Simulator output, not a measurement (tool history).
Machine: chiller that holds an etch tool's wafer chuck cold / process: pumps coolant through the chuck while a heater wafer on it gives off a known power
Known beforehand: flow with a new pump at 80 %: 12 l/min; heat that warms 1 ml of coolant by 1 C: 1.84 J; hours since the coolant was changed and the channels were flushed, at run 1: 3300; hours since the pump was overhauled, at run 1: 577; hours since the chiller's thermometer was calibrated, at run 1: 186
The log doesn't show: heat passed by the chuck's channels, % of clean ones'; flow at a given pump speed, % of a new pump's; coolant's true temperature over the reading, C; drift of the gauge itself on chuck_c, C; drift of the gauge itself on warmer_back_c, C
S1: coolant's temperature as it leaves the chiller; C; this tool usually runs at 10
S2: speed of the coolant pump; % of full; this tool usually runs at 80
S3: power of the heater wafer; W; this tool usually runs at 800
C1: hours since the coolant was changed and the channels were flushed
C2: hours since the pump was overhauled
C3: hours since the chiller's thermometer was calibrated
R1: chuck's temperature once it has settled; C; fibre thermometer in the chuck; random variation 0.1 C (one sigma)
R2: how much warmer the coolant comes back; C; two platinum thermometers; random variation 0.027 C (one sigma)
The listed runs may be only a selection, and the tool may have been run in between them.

{"run": 1, "hour": 0.0, "S1": 10, "S2": 80, "S3": 800, "C1": 3300, "C2": 577, "C3": 186, "R1": 17.9, "R2": 2.18}
{"run": 2, "hour": 95.0, "S1": 10, "S2": 80, "S3": 800, "C1": 3395, "C2": 672, "C3": 281, "R1": 17.8, "R2": 2.18}
{"run": 3, "hour": 153.9, "S1": 10, "S2": 80, "S3": 800, "C1": 3454, "C2": 730, "C3": 340, "R1": 18.1, "R2": 2.25}
{"run": 4, "hour": 195.4, "S1": 3, "S2": 80, "S3": 800, "C1": 3495, "C2": 772, "C3": 381, "R1": 11, "R2": 2.23}
{"run": 5, "hour": 270.7, "S1": 10, "S2": 71, "S3": 800, "C1": 3570, "C2": 847, "C3": 457, "R1": 18.4, "R2": 2.58}
{"run": 6, "hour": 352.9, "S1": 10, "S2": 71, "S3": 800, "C1": 3653, "C2": 929, "C3": 539, "R1": 18.6, "R2": 2.64}
{"run": 7, "hour": 392.3, "S1": 11, "S2": 71, "S3": 800, "C1": 3692, "C2": 969, "C3": 578, "R1": 19.7, "R2": 2.6}
{"run": 8, "hour": 469.6, "S1": 2, "S2": 80, "S3": 800, "C1": 3769, "C2": 1046, "C3": 656, "R1": 10, "R2": 2.33}
{"run": 9, "hour": 525.0, "S1": 2, "S2": 80, "S3": 800, "C1": 3825, "C2": 1102, "C3": 711, "R1": 9.8, "R2": 2.33}
{"run": 10, "hour": 610.2, "S1": 2, "S2": 80, "S3": 800, "C1": 3910, "C2": 1187, "C3": 796, "R1": 9.9, "R2": 2.44}
{"run": 11, "hour": 695.6, "S1": 2, "S2": 80, "S3": 800, "C1": 3995, "C2": 1272, "C3": 882, "R1": 10, "R2": 2.49}
{"run": 12, "hour": 793.5, "S1": 2, "S2": 80, "S3": 800, "C1": 4093, "C2": 1370, "C3": 979, "R1": 10.1, "R2": 2.5}
{"run": 13, "hour": 879.7, "S1": 2, "S2": 80, "S3": 800, "C1": 4179, "C2": 1456, "C3": 1066, "R1": 10, "R2": 2.52}
{"run": 14, "hour": 964.4, "S1": 2, "S2": 80, "S3": 800, "C1": 4264, "C2": 1541, "C3": 1150, "R1": 10, "R2": 2.55}
{"run": 15, "hour": 1042.1, "S1": 10, "S2": 80, "S3": 487, "C1": 4342, "C2": 1619, "C3": 1228, "R1": 14.7, "R2": 1.71}
{"run": 16, "hour": 1118.3, "S1": 10, "S2": 80, "S3": 441, "C1": 4418, "C2": 1695, "C3": 1304, "R1": 14.3, "R2": 1.7}
{"run": 17, "hour": 1166.6, "S1": 10, "S2": 64, "S3": 546, "C1": 4466, "C2": 1743, "C3": 1353, "R1": 16.2, "R2": 2.3}
{"hour": 1245.7, "done": "gauge calibrated"}
{"run": 18, "hour": 1249.9, "S1": 13, "S2": 61, "S3": 543, "C1": 4550, "C2": 1826, "C3": 1436, "R1": 19.2, "R2": 1.96}
{"run": 19, "hour": 1300.1, "S1": 6, "S2": 74, "S3": 543, "C1": 4600, "C2": 1877, "C3": 1486, "R1": 11.6, "R2": 1.62}
{"run": 20, "hour": 1356.4, "S1": 20, "S2": 73, "S3": 701, "C1": 4656, "C2": 1933, "C3": 1542, "R1": 27.3, "R2": 2.11}
{"run": 21, "hour": 1443.0, "S1": 8, "S2": 76, "S3": 663, "C1": 4743, "C2": 2020, "C3": 1629, "R1": 14.9, "R2": 1.98}
{"run": 22, "hour": 1527.5, "S1": 8, "S2": 76, "S3": 663, "C1": 4827, "C2": 2104, "C3": 1713, "R1": 14.8, "R2": 1.96}
{"run": 23, "hour": 1576.1, "S1": 10, "S2": 76, "S3": 800, "C1": 4876, "C2": 2153, "C3": 1762, "R1": 18.1, "R2": 2.41}
{"run": 24, "hour": 1640.7, "S1": 2, "S2": 64, "S3": 1108, "C1": 4940, "C2": 2217, "C3": 1827, "R1": 14.7, "R2": 3.93}
{"run": 25, "hour": 1734.4, "S1": 15, "S2": 65, "S3": 800, "C1": 5034, "C2": 2311, "C3": 1920, "R1": 24, "R2": 2.81}
{"run": 26, "hour": 1788.4, "S1": 10, "S2": 72, "S3": 1161, "C1": 5088, "C2": 2365, "C3": 1974, "R1": 22.4, "R2": 3.72}
{"run": 27, "hour": 1845.4, "S1": 14, "S2": 80, "S3": 608, "C1": 5145, "C2": 2422, "C3": 2031, "R1": 19.9, "R2": 1.9}
{"run": 28, "hour": 1908.8, "S1": 10, "S2": 96, "S3": 920, "C1": 5208, "C2": 2485, "C3": 2095, "R1": 18.3, "R2": 2.29}
{"run": 29, "hour": 1974.0, "S1": 10, "S2": 96, "S3": 920, "C1": 5274, "C2": 2551, "C3": 2160, "R1": 18.2, "R2": 2.37}
{"run": 30, "hour": 2064.7, "S1": 10, "S2": 96, "S3": 920, "C1": 5364, "C2": 2641, "C3": 2251, "R1": 18.4, "R2": 2.43}
{"hour": 2088.2, "done": "gauge calibrated"}
{"run": 31, "hour": 2158.9, "S1": 10, "S2": 60, "S3": 800, "C1": 5459, "C2": 2735, "C3": 2345, "R1": 19.3, "R2": 2.95}
{"hour": 2193.2, "done": "chiller's thermometer calibrated"}
{"run": 32, "hour": 2256.1, "S1": 12, "S2": 100, "S3": 646, "C1": 5555, "C2": 2832, "C3": 63, "R1": 17.8, "R2": 1.45}

Predict each of these 3 candidate next runs independently; none follows another, all start after run 32:
{"run": "A", "hour": 2299.1, "S1": 12, "S2": 100, "S3": 973, "C1": 5598, "C2": 2875, "C3": 106, "R1": "?", "R2": "?"}
{"run": "B", "hour": 2299.1, "S1": 12, "S2": 80, "S3": 800, "C1": 5598, "C2": 2875, "C3": 106, "R1": "?", "R2": "?"}
{"run": "C", "hour": 2299.1, "S1": 7, "S2": 86, "S3": 810, "C1": 5598, "C2": 2875, "C3": 106, "R1": "?", "R2": "?"}

run=A R1=20.7 R2=2.21
run=B R1=20 R2=2.25
run=C R1=14.6 R2=2.16
Without the tool's unlogged condition, the same runs would have read:
run=A R1=20.6 R2=2.13
run=B R1=20 R2=2.16
run=C R1=14.5 R2=2.07
